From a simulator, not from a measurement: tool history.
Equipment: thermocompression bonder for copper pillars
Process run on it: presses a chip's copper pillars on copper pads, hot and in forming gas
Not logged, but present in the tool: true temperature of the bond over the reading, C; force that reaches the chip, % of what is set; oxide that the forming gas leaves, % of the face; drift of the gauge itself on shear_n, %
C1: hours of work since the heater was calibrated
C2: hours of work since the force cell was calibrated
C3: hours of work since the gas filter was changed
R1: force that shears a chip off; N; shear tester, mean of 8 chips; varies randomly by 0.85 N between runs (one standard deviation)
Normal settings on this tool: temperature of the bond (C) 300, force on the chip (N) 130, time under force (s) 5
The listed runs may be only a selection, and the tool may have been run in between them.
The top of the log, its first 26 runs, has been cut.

run 27 hour=688.3 | temperature_of_the_bond_(C)=297 force_on_the_chip_(N)=172 time_under_force_(s)=14 | C1=221 C2=1157 C3=240 | R1=85.6
run 28 hour=710.7 | temperature_of_the_bond_(C)=297 force_on_the_chip_(N)=172 time_under_force_(s)=14 | C1=233 C2=1169 C3=252 | R1=84.1
run 29 hour=738.4 | temperature_of_the_bond_(C)=297 force_on_the_chip_(N)=172 time_under_force_(s)=14 | C1=247 C2=1184 C3=266 | R1=83.5
run 30 hour=756.9 | temperature_of_the_bond_(C)=297 force_on_the_chip_(N)=172 time_under_force_(s)=14 | C1=257 C2=1194 C3=276 | R1=84.3
-- hour=771.3 force cell calibrated
run 31 hour=779.8 | temperature_of_the_bond_(C)=329 force_on_the_chip_(N)=152 time_under_force_(s)=7 | C1=269 C2=4 C3=288 | R1=81.6
run 32 hour=818.4 | temperature_of_the_bond_(C)=284 force_on_the_chip_(N)=130 time_under_force_(s)=14 | C1=289 C2=25 C3=308 | R1=69.4
run 33 hour=842.6 | temperature_of_the_bond_(C)=309 force_on_the_chip_(N)=138 time_under_force_(s)=5 | C1=302 C2=38 C3=321 | R1=65.1
run 34 hour=871.4 | temperature_of_the_bond_(C)=309 force_on_the_chip_(N)=126 time_under_force_(s)=3 | C1=317 C2=53 C3=336 | R1=55.2
run 35 hour=893.6 | temperature_of_the_bond_(C)=322 force_on_the_chip_(N)=97 time_under_force_(s)=6 | C1=329 C2=65 C3=348 | R1=67.4
run 36 hour=924.8 | temperature_of_the_bond_(C)=322 force_on_the_chip_(N)=97 time_under_force_(s)=6 | C1=345 C2=81 C3=364 | R1=65.9
run 37 hour=959.4 | temperature_of_the_bond_(C)=300 force_on_the_chip_(N)=130 time_under_force_(s)=14 | C1=364 C2=100 C3=383 | R1=74
run 38 hour=991.6 | temperature_of_the_bond_(C)=300 force_on_the_chip_(N)=189 time_under_force_(s)=7 | C1=381 C2=117 C3=400 | R1=72.5
-- hour=1006.4 forming gas filter changed
run 39 hour=1027.2 | temperature_of_the_bond_(C)=317 force_on_the_chip_(N)=153 time_under_force_(s)=7 | C1=399 C2=135 C3=11 | R1=84.2

Forecast each of these 3 alternatives for the next run:
run A hour=1049.7 | temperature_of_the_bond_(C)=302 force_on_the_chip_(N)=153 time_under_force_(s)=3 | C1=411 C2=147 C3=23 | R1=?
run B hour=1049.7 | temperature_of_the_bond_(C)=300 force_on_the_chip_(N)=105 time_under_force_(s)=13 | C1=411 C2=147 C3=23 | R1=?
run C hour=1049.7 | temperature_of_the_bond_(C)=328 force_on_the_chip_(N)=136 time_under_force_(s)=3 | C1=411 C2=147 C3=23 | R1=?

run=A R1=60
run=B R1=76.9
run=C R1=71
With no hidden state in the tool, these same runs would have given:
run=A R1=62.8
run=B R1=79.6
run=C R1=73.6
